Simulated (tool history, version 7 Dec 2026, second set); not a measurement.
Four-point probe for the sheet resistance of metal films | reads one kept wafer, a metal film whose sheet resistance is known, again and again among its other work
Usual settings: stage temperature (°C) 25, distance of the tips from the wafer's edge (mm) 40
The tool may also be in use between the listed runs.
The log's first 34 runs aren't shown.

run,hour,stage temperature (°C),distance of the tips from the wafer's edge (mm),sheet resistance as the instrument gives it (ohm/square)
35,427.8,20,11,1.126202
36,436.0,27,29,1.124949
37,444.4,27,29,1.125221
38,456.5,28,69,1.124440
39,466.1,20,10,1.126544
40,479.1,20,10,1.126413
41,495.2,31,11,1.125597
42,508.3,27,12,1.125556
43,522.7,27,12,1.125785
44,534.3,27,12,1.126011

5 ways to go on from here, each from the tool as it stands after run 44. What would each give?
A,545.5,18,20,?
B,545.5,18,40,?
C,545.5,19,4,?
D,545.5,31,46,?
E,545.5,20,8,?

run,sheet resistance as the instrument gives it (ohm/square)
A,1.125724
B,1.125873
C,1.134925
D,1.124688
E,1.127267
Without the tool's hidden state the same runs would have given:
run,sheet resistance as the instrument gives it (ohm/square)
A,1.128185
B,1.128335
C,1.137403
D,1.127121
E,1.129728
